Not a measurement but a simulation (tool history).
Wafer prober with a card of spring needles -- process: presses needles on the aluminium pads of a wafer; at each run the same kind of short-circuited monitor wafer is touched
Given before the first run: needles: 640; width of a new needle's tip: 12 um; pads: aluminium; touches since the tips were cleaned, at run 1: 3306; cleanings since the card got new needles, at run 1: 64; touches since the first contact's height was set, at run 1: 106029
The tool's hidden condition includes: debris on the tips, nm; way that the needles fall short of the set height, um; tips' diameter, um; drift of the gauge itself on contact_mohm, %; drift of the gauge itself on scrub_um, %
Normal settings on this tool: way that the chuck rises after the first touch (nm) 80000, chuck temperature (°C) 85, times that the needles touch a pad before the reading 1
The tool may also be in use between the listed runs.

| run | hour | way that the chuck rises after the first touch (nm) | chuck temperature (°C) | times that the needles touch a pad before the reading | touches since the tips were cleaned | cleanings since the card got new needles | touches since the first contact's height was set | resistance of one needle with its contact and lead (mohm) | way that a needle slides on the pad (nm) |
|---|---|---|---|---|---|---|---|---|---|
| 1 | 0.0 | 80000 | 85 | 1 | 3306 | 64 | 106029 | 149 | 14130 |
|  | 12.8 | tips cleaned on abrasive film |
| 2 | 21.5 | 80000 | 85 | 1 | 1866 | 65 | 110650 | 149 | 14070 |
|  | 41.4 | tips cleaned on abrasive film |
| 3 | 61.0 | 80000 | 85 | 2 | 4246 | 66 | 119180 | 148 | 14090 |
|  | 70.6 | tips cleaned on abrasive film |
| 4 | 90.8 | 80000 | 119 | 2 | 4362 | 67 | 125588 | 152 | 14100 |
|  | 99.6 | tips cleaned on abrasive film |
| 5 | 113.5 | 80000 | 85 | 1 | 3017 | 68 | 130489 | 152 | 14090 |
|  | 127.7 | tips cleaned on abrasive film |
| 6 | 139.5 | 80000 | 85 | 1 | 2552 | 69 | 136083 | 151 | 13950 |
|  | 155.4 | tips cleaned on abrasive film |
| 7 | 166.8 | 80000 | 85 | 1 | 2468 | 70 | 141967 | 152 | 14040 |
|  | 185.8 | tips cleaned on abrasive film |
|  | 215.2 | tips cleaned on abrasive film |
| 8 | 215.2 | 80000 | 85 | 1 | 0 | 72 | 152377 | 142 | 13990 |
|  | 238.3 | height of the first contact set anew |
|  | 244.4 | tips cleaned on abrasive film |
| 9 | 263.2 | 80000 | 38 | 1 | 4079 | 73 | 5370 | 145 | 14380 |
|  | 272.8 | tips cleaned on abrasive film |
|  | 302.4 | tips cleaned on abrasive film |
| 10 | 311.8 | 85000 | 56 | 3 | 2015 | 75 | 15820 | 136 | 15220 |
|  | 332.8 | tips cleaned on abrasive film |
| 11 | 346.6 | 64000 | 35 | 2 | 2977 | 76 | 23325 | 146 | 11360 |
|  | 362.0 | tips cleaned on abrasive film |
| 12 | 373.2 | 64000 | 35 | 2 | 2431 | 77 | 29060 | 142 | 11390 |

Forecast run 13:
|  | 389.9 | tips cleaned on abrasive film |
| 13 | 402.0 | 80000 | 85 | 1 | 2601 | 78 | 35257 | ? | ? |

Run 13 produced resistance of one needle with its contact and lead (mohm) 147, way that a needle slides on the pad (nm) 14280.
Were there no unlogged condition in the tool, this run, its random variation unchanged, would have produced resistance of one needle with its contact and lead (mohm) 138, way that a needle slides on the pad (nm) 14390.

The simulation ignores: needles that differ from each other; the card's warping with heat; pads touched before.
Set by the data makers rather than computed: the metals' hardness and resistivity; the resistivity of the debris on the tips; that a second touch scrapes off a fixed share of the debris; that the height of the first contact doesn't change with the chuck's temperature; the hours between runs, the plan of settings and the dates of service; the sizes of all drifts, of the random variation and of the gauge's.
